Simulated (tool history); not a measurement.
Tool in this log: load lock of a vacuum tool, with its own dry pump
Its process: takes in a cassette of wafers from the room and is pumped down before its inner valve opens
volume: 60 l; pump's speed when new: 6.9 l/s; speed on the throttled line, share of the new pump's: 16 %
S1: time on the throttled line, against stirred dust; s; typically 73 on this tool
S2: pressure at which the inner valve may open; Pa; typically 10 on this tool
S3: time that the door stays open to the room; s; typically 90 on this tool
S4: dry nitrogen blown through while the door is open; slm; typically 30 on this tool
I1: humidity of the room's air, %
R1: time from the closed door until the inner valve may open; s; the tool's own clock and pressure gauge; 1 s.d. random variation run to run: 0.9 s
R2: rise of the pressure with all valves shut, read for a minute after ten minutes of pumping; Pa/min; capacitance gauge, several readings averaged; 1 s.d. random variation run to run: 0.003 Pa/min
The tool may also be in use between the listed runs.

run 1 hour=0 | S1=73 S2=10 S3=90 S4=30 | I1=42.4 | R1=147.1 R2=0.169
run 2 hour=134.9 | S1=73 S2=10 S3=90 S4=30 | I1=43.6 | R1=148.1 R2=0.183
run 3 hour=245.3 | S1=73 S2=10 S3=90 S4=30 | I1=45.2 | R1=147.9 R2=0.186
run 4 hour=360.4 | S1=73 S2=10 S3=90 S4=30 | I1=42.7 | R1=147.2 R2=0.201
run 5 hour=438.5 | S1=73 S2=14 S3=90 S4=30 | I1=45.4 | R1=144.2 R2=0.217
run 6 hour=601.7 | S1=73 S2=10 S3=82 S4=30 | I1=45.6 | R1=148.2 R2=0.218
run 7 hour=714.2 | S1=73 S2=10 S3=82 S4=30 | I1=45.3 | R1=148.7 R2=0.23
run 8 hour=862.6 | S1=73 S2=10 S3=82 S4=30 | I1=44.1 | R1=147.4 R2=0.242
run 9 hour=949.5 | S1=73 S2=10 S3=82 S4=30 | I1=45.8 | R1=147.4 R2=0.256
run 10 hour=1106.9 | S1=73 S2=10 S3=90 S4=30 | I1=46.5 | R1=146.6 R2=0.273
run 11 hour=1248.7 | S1=73 S2=8 S3=90 S4=30 | I1=41.1 | R1=150.8 R2=0.289
run 12 hour=1415 | S1=73 S2=10 S3=90 S4=12 | I1=42.7 | R1=149.6 R2=0.329
run 13 hour=1568.1 | S1=73 S2=10 S3=90 S4=12 | I1=44.5 | R1=147.1 R2=0.355
run 14 hour=1731 | S1=99 S2=10 S3=90 S4=30 | I1=46.7 | R1=169.1 R2=0.354
run 15 hour=1906.8 | S1=99 S2=10 S3=90 S4=30 | I1=45.1 | R1=170.4 R2=0.37
run 16 hour=2044.1 | S1=128 S2=10 S3=90 S4=6 | I1=46.7 | R1=193.9 R2=0.421
run 17 hour=2166.9 | S1=73 S2=17 S3=208 S4=30 | I1=48.3 | R1=143.1 R2=0.435
run 18 hour=2333.3 | S1=73 S2=17 S3=208 S4=30 | I1=47.7 | R1=143.3 R2=0.469
run 19 hour=2431.3 | S1=73 S2=17 S3=208 S4=11 | I1=42 | R1=142.7 R2=0.505
run 20 hour=2528.8 | S1=73 S2=17 S3=208 S4=6 | I1=43.9 | R1=144.8 R2=0.543
run 21 hour=2615.4 | S1=73 S2=17 S3=208 S4=6 | I1=43.5 | R1=142.6 R2=0.547

For run 22, what comes out?
run 22 hour=2781.8 | S1=73 S2=17 S3=137 S4=6 | I1=42.9 | R1=? R2=?

Logged for run 22: R1 143.6 s, R2 0.547 Pa/min.
With no hidden state in the tool, this same run would have given R1 137.2 s, R2 0.105 Pa/min.
